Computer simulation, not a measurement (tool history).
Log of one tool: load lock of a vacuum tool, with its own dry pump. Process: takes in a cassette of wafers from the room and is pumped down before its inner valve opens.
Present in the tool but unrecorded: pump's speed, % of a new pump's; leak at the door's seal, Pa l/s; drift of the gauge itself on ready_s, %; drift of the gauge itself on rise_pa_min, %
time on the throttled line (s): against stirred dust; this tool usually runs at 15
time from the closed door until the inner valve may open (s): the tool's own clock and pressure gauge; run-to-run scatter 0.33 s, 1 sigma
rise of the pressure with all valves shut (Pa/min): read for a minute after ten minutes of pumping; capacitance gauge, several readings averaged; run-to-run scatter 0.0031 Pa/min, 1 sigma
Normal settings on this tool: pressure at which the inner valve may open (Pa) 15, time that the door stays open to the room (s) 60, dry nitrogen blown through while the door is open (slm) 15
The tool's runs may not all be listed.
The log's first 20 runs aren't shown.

| run | hour | time on the throttled line (s) | pressure at which the inner valve may open (Pa) | time that the door stays open to the room (s) | dry nitrogen blown through while the door is open (slm) | hours that the pump has run since its overhaul | times that the door has closed on its seal | incoming humidity of the room's air, % | time from the closed door until the inner valve may open (s) | rise of the pressure with all valves shut (Pa/min) |
|---|---|---|---|---|---|---|---|---|---|---|
| 21 | 3093.6 | 11 | 18 | 60 | 15 | 13061 | 26726 | 44.7 | 35.6 | 0.243 |
| 22 | 3238.8 | 27 | 30 | 153 | 21 | 13206 | 27124 | 45.7 | 44.5 | 0.265 |
| 23 | 3348.9 | 27 | 30 | 153 | 21 | 13316 | 27426 | 46.0 | 44.6 | 0.269 |
| 24 | 3435.5 | 17 | 15 | 58 | 4 | 13403 | 27663 | 42.5 | 40.5 | 0.277 |
| 25 | 3603.6 | 17 | 15 | 108 | 4 | 13571 | 28124 | 46.3 | 40.7 | 0.319 |
| 26 | 3788.6 | 15 | 14 | 60 | 14 | 13756 | 28631 | 44.4 | 38.9 | 0.271 |
| 27 | 3879.8 | 19 | 18 | 44 | 15 | 13847 | 28880 | 48.0 | 41.5 | 0.264 |
| 28 | 4044.3 | 9 | 18 | 44 | 15 | 14011 | 29331 | 43.9 | 34.6 | 0.271 |
| 29 | 4168.7 | 15 | 19 | 60 | 7 | 14136 | 29672 | 48.3 | 38.5 | 0.304 |
| 30 | 4273.3 | 29 | 26 | 60 | 20 | 14240 | 29958 | 47.6 | 46.1 | 0.284 |
| 31 | 4423.2 | 29 | 26 | 60 | 20 | 14390 | 30369 | 44.7 | 47.1 | 0.280 |
| 32 | 4611.9 | 29 | 26 | 167 | 20 | 14579 | 30886 | 46.3 | 46.7 | 0.311 |
| 33 | 4734.3 | 13 | 15 | 60 | 40 | 14701 | 31221 | 41.3 | 38.3 | 0.269 |
| 34 | 4894.7 | 9 | 12 | 125 | 40 | 14862 | 31661 | 45.4 | 36.0 | 0.280 |
| 35 | 5006.9 | 15 | 15 | 119 | 15 | 14974 | 31969 | 44.3 | 39.9 | 0.318 |
| 36 | 5176.0 | 8 | 15 | 206 | 12 | 15143 | 32432 | 46.5 | 35.9 | 0.361 |
| 37 | 5320.7 | 15 | 15 | 60 | 29 | 15288 | 32828 | 47.6 | 39.6 | 0.298 |

Each row is a separate what-if for the run after 37, all from the same tool condition, not one after another. Results?
| A | 5424.9 | 22 | 16 | 60 | 29 | 15392 | 33114 | 43.5 | ? | ? |
| B | 5424.9 | 15 | 15 | 37 | 15 | 15392 | 33114 | 44.2 | ? | ? |
| C | 5424.9 | 15 | 17 | 60 | 9 | 15392 | 33114 | 47.4 | ? | ? |

| run | time from the closed door until the inner valve may open (s) | rise of the pressure with all valves shut (Pa/min) |
|---|---|---|
| A | 44.0 | 0.307 |
| B | 40.6 | 0.307 |
| C | 39.4 | 0.332 |
Stripped of hidden state, with their random variation kept, the same runs would have yielded:
| run | time from the closed door until the inner valve may open (s) | rise of the pressure with all valves shut (Pa/min) |
|---|---|---|
| A | 39.3 | 0.060 |
| B | 35.4 | 0.063 |
| C | 34.3 | 0.093 |

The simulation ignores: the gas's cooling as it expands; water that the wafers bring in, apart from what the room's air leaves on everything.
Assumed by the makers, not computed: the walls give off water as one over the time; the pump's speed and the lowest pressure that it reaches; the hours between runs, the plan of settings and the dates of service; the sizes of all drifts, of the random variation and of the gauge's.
